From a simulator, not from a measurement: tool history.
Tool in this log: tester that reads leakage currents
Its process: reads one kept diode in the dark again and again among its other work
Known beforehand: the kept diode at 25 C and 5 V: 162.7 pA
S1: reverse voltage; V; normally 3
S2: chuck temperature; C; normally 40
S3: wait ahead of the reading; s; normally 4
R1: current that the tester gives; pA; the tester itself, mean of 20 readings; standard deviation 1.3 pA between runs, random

{"run": 1, "day": 0.0, "S1": 3, "S2": 40, "S3": 4, "R1": 439.69}
{"run": 2, "day": 1.188, "S1": 3, "S2": 40, "S3": 4, "R1": 442.81}
{"run": 3, "day": 2.458, "S1": 3, "S2": 40, "S3": 4, "R1": 442.13}
{"run": 4, "day": 4.171, "S1": 3, "S2": 40, "S3": 4, "R1": 444.79}
{"run": 5, "day": 5.612, "S1": 3, "S2": 40, "S3": 4, "R1": 442.1}
{"day": 5.804, "done": "probe card cleaned and baked"}
{"run": 6, "day": 7.033, "S1": 3, "S2": 40, "S3": 4, "R1": 444.51}
{"run": 7, "day": 8.354, "S1": 3, "S2": 40, "S3": 4, "R1": 442.26}
{"run": 8, "day": 9.929, "S1": 3, "S2": 40, "S3": 4, "R1": 443.64}
{"run": 9, "day": 11.583, "S1": 3, "S2": 45, "S3": 4, "R1": 647.77}
{"run": 10, "day": 12.467, "S1": 2.57, "S2": 29, "S3": 3.4, "R1": 171.9}
{"run": 11, "day": 13.767, "S1": 9.17, "S2": 29, "S3": 3.4, "R1": 333.48}
{"run": 12, "day": 14.517, "S1": 9.17, "S2": 29, "S3": 3.4, "R1": 331.83}
{"day": 15.058, "done": "probe card cleaned and baked, once more"}
{"run": 13, "day": 15.925, "S1": 7.79, "S2": 55, "S3": 0.51, "R1": 2190.07}

Estimate the outcome of run 14 from the log above:
{"run": 14, "day": 17.467, "S1": 5.47, "S2": 40, "S3": 4, "R1": "?"}

{"run 14": {"R1": 608.77}}
With the hidden condition absent and the run-to-run variation left alone, this run would have shown R1 575.47 pA.

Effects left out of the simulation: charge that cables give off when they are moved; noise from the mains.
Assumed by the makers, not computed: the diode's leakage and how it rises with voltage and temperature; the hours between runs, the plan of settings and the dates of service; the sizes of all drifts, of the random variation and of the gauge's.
